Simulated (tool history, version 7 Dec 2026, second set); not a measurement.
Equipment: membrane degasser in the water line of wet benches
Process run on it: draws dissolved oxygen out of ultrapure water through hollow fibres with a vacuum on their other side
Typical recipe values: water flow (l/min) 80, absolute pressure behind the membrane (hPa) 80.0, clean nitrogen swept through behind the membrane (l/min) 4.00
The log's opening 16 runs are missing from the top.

run    hour  water flow (l/min)  absolute pressure behind the membrane (hPa)  clean nitrogen swept through behind the membrane (l/min)  hours since the membrane was changed  hours since the vacuum gauge was calibrated  hours since the vacuum lines were made tight  dissolved oxygen in the water behind the degasser (ppb)  pressure that the water loses in the fibres (hPa)
 17   546.1                  95                                         80.0                                                      4.00                                   787                                         3636                                          6793                                                    258.4                                              816.2
 18   581.3                  68                                         77.5                                                      8.38                                   822                                         3671                                          6828                                                     92.0                                              583.0
 19   608.4                  95                                         64.7                                                      3.63                                   849                                         3699                                          6855                                                    198.6                                              823.0
 20   649.8                  95                                         64.7                                                      3.63                                   891                                         3740                                          6897                                                    198.8                                              813.8
 21   677.4                  95                                         64.7                                                      3.63                                   918                                         3768                                          6924                                                    198.2                                              818.2
 22   705.6                  56                                         64.7                                                      3.63                                   946                                         3796                                          6952                                                    118.5                                              485.5
 23   757.7                  52                                        186.6                                                      5.66                                   998                                         3848                                          7004                                                    333.0                                              443.2
 24   804.0                  86                                         80.0                                                      2.89                                  1045                                         3894                                          7051                                                    310.7                                              743.2
 25   826.9                  83                                         50.7                                                      5.66                                  1068                                         3917                                          7074                                                     72.7                                              714.1
 26   868.2                  99                                         81.9                                                      3.17                                  1109                                         3958                                          7115                                                    338.1                                              855.0
 27   898.4                  99                                        139.5                                                      2.76                                  1139                                         3989                                          7145                                                    761.2                                              848.8
 28   953.4                 125                                         80.0                                                      4.00                                  1194                                         4044                                          7200                                                    355.9                                             1081.6
 29   995.7                 101                                        101.1                                                      2.42                                  1236                                         4086                                          7242                                                    568.2                                              866.1
 30  1042.8                 101                                        178.3                                                      2.42                                  1284                                         4133                                          7290                                                   1107.2                                              873.1
 31  1073.2                  92                                         80.0                                                      5.87                                  1314                                         4163                                          7320                                                    185.5                                              796.3

Forecast each of these 3 alternatives for the next run:
  A  1114.8                  85                                        122.1                                                      4.56                                  1356                                         4205                                          7362                                                        ?                                                  ?
  B  1114.8                  92                                         98.3                                                      5.87                                  1356                                         4205                                          7362                                                        ?                                                  ?
  C  1114.8                  77                                        115.8                                                      7.41                                  1356                                         4205                                          7362                                                        ?                                                  ?

run  dissolved oxygen in the water behind the degasser (ppb)  pressure that the water loses in the fibres (hPa)
  A                                                    374.7                                              733.5
  B                                                    248.3                                              789.2
  C                                                    208.6                                              658.7
Take away the tool's hidden state, keep each run's random variation, and the runs would have read:
run  dissolved oxygen in the water behind the degasser (ppb)  pressure that the water loses in the fibres (hPa)
  A                                                    367.4                                              729.4
  B                                                    242.0                                              784.8
  C                                                    203.8                                              655.0
